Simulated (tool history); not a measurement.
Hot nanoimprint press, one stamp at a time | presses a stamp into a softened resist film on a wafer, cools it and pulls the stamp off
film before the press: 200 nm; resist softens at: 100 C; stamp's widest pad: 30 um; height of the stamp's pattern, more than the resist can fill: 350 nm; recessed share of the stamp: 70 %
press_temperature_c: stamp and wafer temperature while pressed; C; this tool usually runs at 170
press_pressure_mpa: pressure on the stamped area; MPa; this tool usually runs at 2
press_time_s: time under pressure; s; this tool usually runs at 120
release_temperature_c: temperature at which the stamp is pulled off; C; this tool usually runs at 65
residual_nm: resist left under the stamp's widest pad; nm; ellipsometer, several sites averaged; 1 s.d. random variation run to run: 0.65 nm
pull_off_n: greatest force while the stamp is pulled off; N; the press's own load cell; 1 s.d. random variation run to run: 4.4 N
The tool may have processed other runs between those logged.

Run 1, hour 0: usual settings. Result: residual_nm 76.1 nm, pull_off_n 237 N.
At hour 18.8: plate thermocouple calibrated.
Run 2, hour 31.1: usual settings. Result: residual_nm 72.3 nm, pull_off_n 239 N.
Run 3, hour 66.8: usual settings. Result: residual_nm 72.2 nm, pull_off_n 240 N.
Run 4, hour 94.7: usual settings. Result: residual_nm 73.1 nm, pull_off_n 259 N.
Run 5, hour 133: usual settings but press_temperature_c 179 C. Result: residual_nm 46.9 nm, pull_off_n 259 N.
Run 6, hour 163.5: usual settings but press_temperature_c 176 C. Result: residual_nm 55.2 nm, pull_off_n 270 N.
Run 7, hour 203.2: usual settings but press_temperature_c 176 C. Result: residual_nm 53.9 nm, pull_off_n 278 N.
Run 8, hour 241.8: usual settings. Result: residual_nm 72.5 nm, pull_off_n 281 N.
Run 9, hour 280.8: usual settings but press_pressure_mpa 1.66 MPa. Result: residual_nm 82.2 nm, pull_off_n 297 N.
Run 10, hour 314.2: usual settings but press_pressure_mpa 1.89 MPa. Result: residual_nm 76.2 nm, pull_off_n 296 N.
Run 11, hour 350.6: usual settings. Result: residual_nm 74 nm, pull_off_n 299 N.
Run 12, hour 395.1: usual settings. Result: residual_nm 74.5 nm, pull_off_n 307 N.
Run 13, hour 414.1: usual settings but press_temperature_c 162 C. Result: residual_nm 111.4 nm, pull_off_n 313 N.
At hour 443.4: stamp cleaned and given a new release coat.
Run 14, hour 463.3: usual settings but press_temperature_c 162 C. Result: residual_nm 111.9 nm, pull_off_n 217 N.
Run 15, hour 506: usual settings but release_temperature_c 56 C. Result: residual_nm 75.6 nm, pull_off_n 262 N.
Run 16, hour 548.7: usual settings but release_temperature_c 60 C. Result: residual_nm 75 nm, pull_off_n 260 N.
Run 17, hour 584.8: usual settings but press_time_s 134 s, release_temperature_c 53 C. Result: residual_nm 73.1 nm, pull_off_n 302 N.
Run 18, hour 623.9: usual settings but press_pressure_mpa 1.29 MPa, press_time_s 134 s, release_temperature_c 70 C. Result: residual_nm 94.5 nm, pull_off_n 225 N.
Run 19, hour 651.9: usual settings but press_temperature_c 180 C, release_temperature_c 59 C. Result: residual_nm 48.1 nm, pull_off_n 281 N.
Run 20, hour 686.2: usual settings but press_temperature_c 173 C, press_pressure_mpa 2.89 MPa, release_temperature_c 52 C. Result: residual_nm 54.3 nm, pull_off_n 314 N.
Run 21, hour 711: usual settings but press_temperature_c 180 C, press_pressure_mpa 2.89 MPa, press_time_s 64 s, release_temperature_c 52 C. Result: residual_nm 47.7 nm, pull_off_n 332 N.
Run 22, hour 738.1: usual settings but press_temperature_c 158 C, press_pressure_mpa 2.3 MPa, press_time_s 134 s, release_temperature_c 53 C. Result: residual_nm 125.9 nm, pull_off_n 340 N.
Run 23, hour 761.2: usual settings but press_temperature_c 171 C, press_pressure_mpa 2.3 MPa, press_time_s 134 s, release_temperature_c 58 C. Result: residual_nm 65.6 nm, pull_off_n 305 N.
Run 24, hour 792.8: usual settings but press_temperature_c 171 C, press_pressure_mpa 2.3 MPa, press_time_s 134 s, release_temperature_c 58 C. Result: residual_nm 67.8 nm, pull_off_n 327 N.
Run 25, hour 816.2: usual settings but press_temperature_c 179 C, press_pressure_mpa 2.3 MPa, press_time_s 134 s, release_temperature_c 58 C. Result: residual_nm 45.4 nm, pull_off_n 330 N.
Run 26, hour 849.2: usual settings but press_temperature_c 179 C, press_pressure_mpa 2.3 MPa, press_time_s 77 s, release_temperature_c 58 C. Result: residual_nm 55.7 nm, pull_off_n 332 N.
Run 27, hour 883.2: usual settings but press_temperature_c 179 C, press_pressure_mpa 2.3 MPa, press_time_s 77 s, release_temperature_c 54 C. Result: residual_nm 55.3 nm, pull_off_n 380 N.
At hour 896: plate thermocouple calibrated.
Run 28, hour 927.8: usual settings but press_pressure_mpa 3.12 MPa, press_time_s 104 s, release_temperature_c 73 C. Result: residual_nm 58.1 nm, pull_off_n 269 N.
Run 29, hour 959.7: usual settings but press_temperature_c 168 C. Result: residual_nm 78.5 nm, pull_off_n 316 N.
At hour 987.4: stamp cleaned and given a new release coat.
Run 30, hour 996.5: usual settings but press_pressure_mpa 2.21 MPa, release_temperature_c 66 C. Result: residual_nm 67.6 nm, pull_off_n 211 N.

Table of differences, measured result less the result of that run with no hidden state. Run-to-run variation is the same in both. Gauge scatter possibly is not:
What the log doesn't record here: true temperature over the reading, C; pressure that arrives at the usual setting, %; grip of the stamp's worn release coat, % over a new coat's; drift of the gauge itself on residual_nm, %; drift of the gauge itself on pull_off_n, %.
run  residual_nm  pull_off_n
  1         +6.2         +26
  2         +1.5         +26
  3         +1.8         +32
  4         +1.9         +40
  5         +1.5         +46
  6         +1.9         +53
  7         +2.2         +60
  8         +3.2         +68
  9         +3.7         +78
 10         +3.9         +83
 11         +4.1         +89
 12         +4.5         +98
 13         +6.6        +102
 14         +7.1          +8
 15         +5.5         +18
 16         +5.8         +27
 17           +6         +38
 18         +6.9         +36
 19         +4.1         +49
 20         +5.5         +61
 21         +4.9         +71
 22        +11.6         +77
 23         +6.8         +73
 24         +7.3         +84
 25         +4.7         +89
 26         +5.9         +96
 27         +6.2        +115
 28         +2.3         +81
 29         +1.8         +99
 30         +2.1          +1

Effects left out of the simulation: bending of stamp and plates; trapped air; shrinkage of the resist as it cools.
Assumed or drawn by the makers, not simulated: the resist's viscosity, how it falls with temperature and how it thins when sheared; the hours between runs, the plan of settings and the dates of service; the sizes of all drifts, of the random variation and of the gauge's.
